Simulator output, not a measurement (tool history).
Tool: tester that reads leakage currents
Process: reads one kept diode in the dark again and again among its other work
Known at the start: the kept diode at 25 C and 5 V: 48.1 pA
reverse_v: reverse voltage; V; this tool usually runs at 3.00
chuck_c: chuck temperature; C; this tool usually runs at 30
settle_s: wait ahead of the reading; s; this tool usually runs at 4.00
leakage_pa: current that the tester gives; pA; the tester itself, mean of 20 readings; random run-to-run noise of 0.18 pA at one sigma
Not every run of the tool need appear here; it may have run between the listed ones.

run	hour	reverse_v	chuck_c	settle_s	leakage_pa
1	0.0	3.00	30	4.00	50.65
2	21.0	3.00	30	4.00	50.62
3	64.6	3.00	30	4.00	50.69
4	100.4	3.00	30	0.30	52.04
5	138.9	3.00	30	0.30	51.92
6	163.5	3.00	30	0.30	51.48
7	195.4	3.00	30	0.30	51.89
8	215.5	3.00	30	0.30	51.16
9	253.5	3.00	30	0.30	51.49
# hour 257.8: chuck's temperature calibrated
10	289.2	5.84	30	1.33	67.20
11	337.9	11.95	30	0.70	94.56
12	382.9	3.32	30	2.21	51.65
13	403.0	3.32	30	2.21	51.47
14	451.8	3.32	30	2.21	51.90
15	488.8	7.21	30	7.52	73.56
16	517.0	3.00	32	0.33	58.40

Table of differences, measured result less the result of that run with no hidden state. Run-to-run variation is the same in both. Gauge scatter possibly is not:
The hidden state here: stray current of the dirty probe card, pA a volt; current scale over the true one, %; true chuck temperature over the reading, C; drift of the gauge itself on leakage_pa, %.
run	leakage_pa
1	-7.17
2	-7.17
3	-7.22
4	-7.26
5	-7.28
6	-7.25
7	-7.34
8	-7.27
9	-7.32
10	-10.98
11	-13.74
12	-9.00
13	-8.99
14	-9.10
15	-11.83
16	-10.31
